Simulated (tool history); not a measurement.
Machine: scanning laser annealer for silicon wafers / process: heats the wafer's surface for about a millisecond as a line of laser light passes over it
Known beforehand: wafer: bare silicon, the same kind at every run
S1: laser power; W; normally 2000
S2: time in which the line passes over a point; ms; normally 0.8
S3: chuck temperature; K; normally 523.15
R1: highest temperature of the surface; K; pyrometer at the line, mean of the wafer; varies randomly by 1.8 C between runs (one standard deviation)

{"run": 1, "hour": 0.0, "S1": 2000, "S2": 0.8, "S3": 523.15, "R1": 1332.15}
{"run": 2, "hour": 17.9, "S1": 2000, "S2": 0.8, "S3": 526.15, "R1": 1335.15}
{"run": 3, "hour": 34.2, "S1": 2000, "S2": 0.8, "S3": 526.15, "R1": 1337.15}
{"run": 4, "hour": 50.6, "S1": 2000, "S2": 0.952, "S3": 523.15, "R1": 1408.15}
{"run": 5, "hour": 79.3, "S1": 2000, "S2": 0.952, "S3": 523.15, "R1": 1406.15}
{"run": 6, "hour": 110.3, "S1": 2000, "S2": 0.952, "S3": 523.15, "R1": 1407.15}
{"run": 7, "hour": 136.1, "S1": 2000, "S2": 0.952, "S3": 523.15, "R1": 1407.15}
{"run": 8, "hour": 162.1, "S1": 2000, "S2": 0.776, "S3": 523.15, "R1": 1321.15}
{"run": 9, "hour": 189.6, "S1": 2000, "S2": 0.776, "S3": 523.15, "R1": 1320.15}
{"hour": 201.2, "done": "optics aligned, line set to its width"}
{"run": 10, "hour": 217.3, "S1": 2000, "S2": 0.8, "S3": 523.15, "R1": 1331.15}
{"run": 11, "hour": 240.5, "S1": 2000, "S2": 0.8, "S3": 523.15, "R1": 1335.15}
{"run": 12, "hour": 261.0, "S1": 2000, "S2": 0.8, "S3": 523.15, "R1": 1332.15}
{"run": 13, "hour": 290.2, "S1": 2000, "S2": 0.8, "S3": 523.15, "R1": 1331.15}
{"run": 14, "hour": 308.0, "S1": 2000, "S2": 0.907, "S3": 523.15, "R1": 1385.15}
{"run": 15, "hour": 339.9, "S1": 2000, "S2": 0.907, "S3": 523.15, "R1": 1387.15}
{"run": 16, "hour": 362.7, "S1": 1735, "S2": 0.8, "S3": 529.15, "R1": 1212.15}
{"run": 17, "hour": 385.8, "S1": 1735, "S2": 0.8, "S3": 529.15, "R1": 1212.15}

What does the tool deliver on the next run?
{"run": 18, "hour": 406.6, "S1": 1735, "S2": 0.8, "S3": 529.15, "R1": "?"}

R1: 1215.15 K
Were there no unlogged condition in the tool, this run, its random variation unchanged, would have produced R1 1215.15 K.

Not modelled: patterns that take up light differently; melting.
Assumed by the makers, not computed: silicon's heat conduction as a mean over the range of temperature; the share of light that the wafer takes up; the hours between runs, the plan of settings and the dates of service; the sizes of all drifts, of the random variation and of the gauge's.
